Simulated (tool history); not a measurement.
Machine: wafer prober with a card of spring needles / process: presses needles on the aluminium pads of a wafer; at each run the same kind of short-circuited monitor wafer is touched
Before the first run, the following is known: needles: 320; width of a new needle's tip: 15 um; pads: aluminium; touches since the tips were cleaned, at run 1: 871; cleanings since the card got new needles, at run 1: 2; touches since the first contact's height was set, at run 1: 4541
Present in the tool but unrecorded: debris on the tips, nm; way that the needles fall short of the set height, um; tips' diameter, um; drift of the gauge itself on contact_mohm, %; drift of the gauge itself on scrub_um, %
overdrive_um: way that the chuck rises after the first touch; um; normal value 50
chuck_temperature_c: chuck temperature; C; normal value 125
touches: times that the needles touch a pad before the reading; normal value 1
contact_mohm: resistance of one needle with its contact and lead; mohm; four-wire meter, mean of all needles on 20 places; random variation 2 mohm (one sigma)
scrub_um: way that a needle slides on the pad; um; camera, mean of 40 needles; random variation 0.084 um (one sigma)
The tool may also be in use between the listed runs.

run   hour  overdrive_um  chuck_temperature_c  touches  touches since the tips were cleaned  cleanings since the card got new needles  touches since the first contact's height was set  contact_mohm  scrub_um
  1    0.0            50                  125        1                                  871                                         2                                              4541           222     11.08
       3.6  -- tips cleaned on abrasive film
      11.6  -- tips cleaned on abrasive film
  2   12.6            41                  125        1                                  231                                         4                                              7300           226      9.22
      18.6  -- tips cleaned on abrasive film
  3   19.7            50                  125        1                                  265                                         5                                              8864           219     11.12
      25.6  -- tips cleaned on abrasive film
  4   31.6            50                  125        1                                 1331                                         6                                             11477           229     11.28
      33.2  -- tips cleaned on abrasive film
  5   38.8            50                  125        1                                 1250                                         7                                             13057           226     11.11
      40.2  -- tips cleaned on abrasive film
      47.5  -- tips cleaned on abrasive film
  6   51.7            50                  125        1                                  930                                         9                                             15879           229     11.01
      55.0  -- tips cleaned on abrasive film
  7   59.8            50                  125        1                                 1080                                        10                                             17661           228     11.05
      62.4  -- tips cleaned on abrasive film
  8   68.4            45                  125        1                                 1324                                        11                                             19544           237      9.94
      70.2  -- tips cleaned on abrasive film
      77.9  -- tips cleaned on abrasive film
  9   80.5            50                  125        2                                  589                                        13                                             22195           221     11.02
      85.6  -- tips cleaned on abrasive film
 10   88.3            63                  125        1                                  608                                        14                                             23913           216     14.06
      93.6  -- tips cleaned on abrasive film
 11   97.8            50                  125        1                                  944                                        15                                             26005           222     10.94
     101.1  -- tips cleaned on abrasive film
 12  106.4            50                  125        1                                 1192                                        16                                             27892           232     11.00
     108.9  -- tips cleaned on abrasive film
 13  114.9            50                  110        1                                 1342                                        17                                             29750           227     10.90
     116.6  -- tips cleaned on abrasive film
     124.5  -- tips cleaned on abrasive film
 14  127.1            33                   51        1                                  574                                        19                                             32423           230      7.09
     131.6  -- tips cleaned on abrasive film
 15  133.6            52                   52        1                                  432                                        20                                             33835           203     11.39
     139.3  -- tips cleaned on abrasive film
 16  144.6            52                   52        1                                 1185                                        21                                             36272           214     11.33
     146.7  -- tips cleaned on abrasive film
 17  152.6            50                  124        2                                 1312                                        22                                             38032           225     10.84
     154.7  -- tips cleaned on abrasive film
 18  161.4            50                   35        3                                 1487                                        23                                             39959           203     10.89
     162.7  -- tips cleaned on abrasive film
     169.8  -- tips cleaned on abrasive film
 19  169.8            40                   42        1                                    0                                        25                                             41783           206      8.45
     177.0  -- tips cleaned on abrasive film
 20  177.1            38                   42        1                                   21                                        26                                             43389           207      7.93
     184.1  -- tips cleaned on abrasive film
 21  184.6            38                   73        2                                  119                                        27                                             45028           211      7.94
     191.3  -- tips cleaned on abrasive film
 22  193.8            56                   32        1                                  560                                        28                                             47053           203     11.91
     198.9  -- tips cleaned on abrasive film
 23  205.4            56                   32        1                                 1449                                        29                                             49617           214     11.87
     206.2  -- tips cleaned on abrasive film
     213.3  -- tips cleaned on abrasive film
 24  219.0            56                   32        1                                 1268                                        31                                             52591           210     11.90
     221.0  -- tips cleaned on abrasive film
     228.1  -- tips cleaned on abrasive film
 25  228.7            56                   26        2                                  145                                        33                                             54707           193     11.94

Here are 5 independent what-if runs from the current tool condition. What would each one return?
     235.7  -- tips cleaned on abrasive film
  A  235.7            32                   37        1                                    0                                        34                                             56241             ?         ?
     235.7  -- tips cleaned on abrasive film
  B  235.7            56                   64        1                                    0                                        34                                             56241             ?         ?
     235.7  -- tips cleaned on abrasive film
  C  235.7            50                   26        1                                    0                                        34                                             56241             ?         ?
     235.7  -- tips cleaned on abrasive film
  D  235.7            59                   33        2                                    0                                        34                                             56241             ?         ?
     235.7  -- tips cleaned on abrasive film
  E  235.7            33                   97        3                                    0                                        34                                             56241             ?         ?

run  contact_mohm  scrub_um
  A           209      6.61
  B           197     11.77
  C           193     10.49
  D           193     12.73
  E           220      6.75
Without the tool's hidden state the same runs would have given:
run  contact_mohm  scrub_um
  A           199      7.41
  B           194     12.56
  C           189     11.28
  D           190     13.52
  E           213      7.55

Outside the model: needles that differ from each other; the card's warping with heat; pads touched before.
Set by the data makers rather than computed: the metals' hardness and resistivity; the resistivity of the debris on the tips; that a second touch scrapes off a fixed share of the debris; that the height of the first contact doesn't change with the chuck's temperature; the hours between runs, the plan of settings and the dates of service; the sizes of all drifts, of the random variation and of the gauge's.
